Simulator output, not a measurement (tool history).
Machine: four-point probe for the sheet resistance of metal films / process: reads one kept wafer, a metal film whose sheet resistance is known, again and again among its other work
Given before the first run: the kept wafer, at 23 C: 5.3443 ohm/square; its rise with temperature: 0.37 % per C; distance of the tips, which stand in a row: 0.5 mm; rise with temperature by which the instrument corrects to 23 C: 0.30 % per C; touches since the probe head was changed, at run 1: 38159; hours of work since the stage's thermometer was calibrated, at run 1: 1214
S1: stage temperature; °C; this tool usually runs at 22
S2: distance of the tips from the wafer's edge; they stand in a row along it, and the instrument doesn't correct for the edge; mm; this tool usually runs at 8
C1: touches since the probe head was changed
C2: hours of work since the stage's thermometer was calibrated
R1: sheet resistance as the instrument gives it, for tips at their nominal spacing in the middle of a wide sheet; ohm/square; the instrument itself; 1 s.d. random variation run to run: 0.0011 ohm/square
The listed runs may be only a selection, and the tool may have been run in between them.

run   hour  S1  S2     C1    C2        R1
  1      0  22   8  38159  1214  5.348356
  2   29.4  22   4  39154  1227    5.3822
  3   61.5  29   4  40240  1241  5.406526
  4   88.5  29   4  41154  1252  5.408286
  5    111  22   8  41915  1262  5.350502
  6  129.9  22  31  42553  1271  5.339878
  7  163.8  22   4  43701  1285  5.381476
  8  180.4  22  15  44260  1293  5.342183
  9  195.4  22   8  44769  1299  5.348529
       199  -- stage's thermometer calibrated
 10  214.4  22   8  45393     7  5.345246
 11    240  22   8  46260    18  5.346622
 12  271.7  22   3  47331    32  5.413101
     276.8  -- stage's thermometer calibrated, once more
 13    294  22   3  48068     8  5.425095
 14  321.4  25   3  48996    20  5.434801
 15  339.2  32   9  49598    27  5.391164
 16  373.7  20  16  50765    42  5.339056
 17  405.8  20  16  51849    56  5.342835
 18  427.9  20  16  52599    66  5.341737
 19  447.8  21  67  53272    75   5.34115
 20  480.9  34   3  54391    89   5.47055
 21    514  34   3  55508   104  5.470881
 22  548.1  34   3  56663   119  5.470399
 23  576.1  27  12  57610   131  5.370191
 24  595.4  31  19  58263   139   5.38217
 25    628  31  19  59367   154  5.382473

Here are 5 independent what-if runs from the current tool condition. What would each one return?
  A  645.7  18  28  59964  161   ?
  B  645.7  25  31  59964  161   ?
  C  645.7  19  28  59964  161   ?
  D  645.7  19   6  59964  161   ?
  E  645.7  21  13  59964  161   ?

run        R1
  A  5.332409
  B  5.359635
  C  5.336056
  D  5.353072
  E  5.344388
Without the tool's unlogged condition, the same runs would have read:
run        R1
  A   5.32665
  B  5.353822
  C   5.33029
  D  5.347289
  E  5.338606

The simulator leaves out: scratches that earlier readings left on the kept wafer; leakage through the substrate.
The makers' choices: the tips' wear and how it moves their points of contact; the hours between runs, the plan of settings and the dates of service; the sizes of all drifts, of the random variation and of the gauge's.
